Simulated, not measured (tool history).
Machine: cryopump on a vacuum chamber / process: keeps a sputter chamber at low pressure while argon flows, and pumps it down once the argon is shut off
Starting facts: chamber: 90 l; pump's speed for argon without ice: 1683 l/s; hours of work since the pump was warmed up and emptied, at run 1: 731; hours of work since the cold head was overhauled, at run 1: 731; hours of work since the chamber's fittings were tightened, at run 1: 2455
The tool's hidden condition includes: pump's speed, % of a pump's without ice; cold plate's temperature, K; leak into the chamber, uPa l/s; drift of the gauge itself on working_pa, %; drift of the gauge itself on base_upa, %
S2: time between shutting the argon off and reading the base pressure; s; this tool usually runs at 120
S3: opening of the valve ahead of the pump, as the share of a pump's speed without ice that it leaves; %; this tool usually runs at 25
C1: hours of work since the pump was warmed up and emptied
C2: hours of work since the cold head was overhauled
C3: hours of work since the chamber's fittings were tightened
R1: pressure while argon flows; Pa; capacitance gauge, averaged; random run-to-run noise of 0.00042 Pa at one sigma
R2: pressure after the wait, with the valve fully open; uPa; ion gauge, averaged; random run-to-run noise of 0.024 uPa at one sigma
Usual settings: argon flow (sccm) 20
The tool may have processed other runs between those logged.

run 1 day=0 | argon_flow_(sccm)=20 S2=120 S3=25 | C1=731 C2=731 C3=2455 | R1=0.088 R2=2.61
run 2 day=1.308 | argon_flow_(sccm)=23 S2=120 S3=25 | C1=755 C2=755 C3=2480 | R1=0.1024 R2=2.67
run 3 day=2.833 | argon_flow_(sccm)=23 S2=120 S3=25 | C1=784 C2=784 C3=2508 | R1=0.1025 R2=2.61
-- day=3.2 pump warmed up, emptied and cooled again
run 4 day=5.104 | argon_flow_(sccm)=23 S2=120 S3=25 | C1=36 C2=822 C3=2547 | R1=0.0925 R2=2.13
run 5 day=7.579 | argon_flow_(sccm)=23 S2=120 S3=25 | C1=82 C2=869 C3=2593 | R1=0.0937 R2=2.11
run 6 day=9.896 | argon_flow_(sccm)=25 S2=120 S3=16 | C1=125 C2=912 C3=2636 | R1=0.158 R2=2.15
run 7 day=11.425 | argon_flow_(sccm)=12 S2=32 S3=18 | C1=154 C2=941 C3=2665 | R1=0.0678 R2=4.21
run 8 day=13.5 | argon_flow_(sccm)=22 S2=32 S3=18 | C1=193 C2=979 C3=2704 | R1=0.1245 R2=4.09
run 9 day=15.129 | argon_flow_(sccm)=13 S2=32 S3=18 | C1=223 C2=1010 C3=2734 | R1=0.0737 R2=4.02
run 10 day=16.883 | argon_flow_(sccm)=20 S2=148 S3=33 | C1=256 C2=1043 C3=2767 | R1=0.0637 R2=2.24

4 options for the next run, each taken on its own from the tool as it stands now. Forecast them:
run A day=19.238 | argon_flow_(sccm)=12 S2=49 S3=33 | C1=300 C2=1087 C3=2811 | R1=? R2=?
run B day=19.238 | argon_flow_(sccm)=20 S2=269 S3=33 | C1=300 C2=1087 C3=2811 | R1=? R2=?
run C day=19.238 | argon_flow_(sccm)=17 S2=120 S3=25 | C1=300 C2=1087 C3=2811 | R1=? R2=?
run D day=19.238 | argon_flow_(sccm)=20 S2=23 S3=19 | C1=300 C2=1087 C3=2811 | R1=? R2=?

run=A R1=0.0384 R2=3.4
run=B R1=0.0634 R2=1.97
run=C R1=0.0699 R2=2.45
run=D R1=0.1079 R2=5.26
The same runs, with their run-to-run variation unchanged, on a tool lacking any hidden condition would have given:
run=A R1=0.0368 R2=1.83
run=B R1=0.0607 R2=0.46
run=C R1=0.0676 R2=0.87
run=D R1=0.1053 R2=3.69
